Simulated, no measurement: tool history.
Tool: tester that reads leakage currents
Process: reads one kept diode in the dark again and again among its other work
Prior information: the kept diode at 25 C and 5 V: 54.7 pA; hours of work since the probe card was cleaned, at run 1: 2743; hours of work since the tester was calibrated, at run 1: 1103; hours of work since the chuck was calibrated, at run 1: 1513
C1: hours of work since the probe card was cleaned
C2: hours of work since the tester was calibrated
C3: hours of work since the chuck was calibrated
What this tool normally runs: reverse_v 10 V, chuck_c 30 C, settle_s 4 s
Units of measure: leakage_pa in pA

run 1 hour=0 | reverse_v=10 chuck_c=30 settle_s=4 | C1=2743 C2=1103 C3=1513 | leakage_pa=113.57
run 2 hour=30.2 | reverse_v=10 chuck_c=30 settle_s=4 | C1=2767 C2=1127 C3=1537 | leakage_pa=113.78
run 3 hour=64.4 | reverse_v=10 chuck_c=30 settle_s=4 | C1=2793 C2=1154 C3=1564 | leakage_pa=113.8
-- hour=75.5 chuck's temperature calibrated
run 4 hour=85.6 | reverse_v=10 chuck_c=30 settle_s=4 | C1=2809 C2=1169 C3=8 | leakage_pa=127.14
run 5 hour=127.6 | reverse_v=10 chuck_c=35 settle_s=4 | C1=2842 C2=1202 C3=41 | leakage_pa=182.61
run 6 hour=149.8 | reverse_v=10 chuck_c=35 settle_s=4 | C1=2859 C2=1220 C3=59 | leakage_pa=182.05
run 7 hour=188.6 | reverse_v=3.5 chuck_c=27 settle_s=4.21 | C1=2890 C2=1251 C3=89 | leakage_pa=66.76
run 8 hour=207.7 | reverse_v=16.8 chuck_c=20 settle_s=3.85 | C1=2905 C2=1266 C3=104 | leakage_pa=88.67
run 9 hour=244.4 | reverse_v=10 chuck_c=30 settle_s=8.38 | C1=2934 C2=1295 C3=133 | leakage_pa=126.52
run 10 hour=273 | reverse_v=10 chuck_c=30 settle_s=8.38 | C1=2956 C2=1317 C3=156 | leakage_pa=126.3
run 11 hour=304.4 | reverse_v=3.6 chuck_c=47 settle_s=0.77 | C1=2981 C2=1342 C3=180 | leakage_pa=315.07

Had the tool no unlogged condition, and each run kept its random variation, what would the results have been?
Unlogged tool condition in this case: stray current of the dirty probe card, pA a volt; current scale over the true one, %; true chuck temperature over the reading, C; drift of the gauge itself on leakage_pa, %.
run=1 leakage_pa=105.1
run=2 leakage_pa=105.26
run=3 leakage_pa=105.23
run=4 leakage_pa=105.46
run=5 leakage_pa=160.98
run=6 leakage_pa=160.53
run=7 leakage_pa=59.26
run=8 leakage_pa=51.35
run=9 leakage_pa=104.95
run=10 leakage_pa=104.77
run=11 leakage_pa=310.17

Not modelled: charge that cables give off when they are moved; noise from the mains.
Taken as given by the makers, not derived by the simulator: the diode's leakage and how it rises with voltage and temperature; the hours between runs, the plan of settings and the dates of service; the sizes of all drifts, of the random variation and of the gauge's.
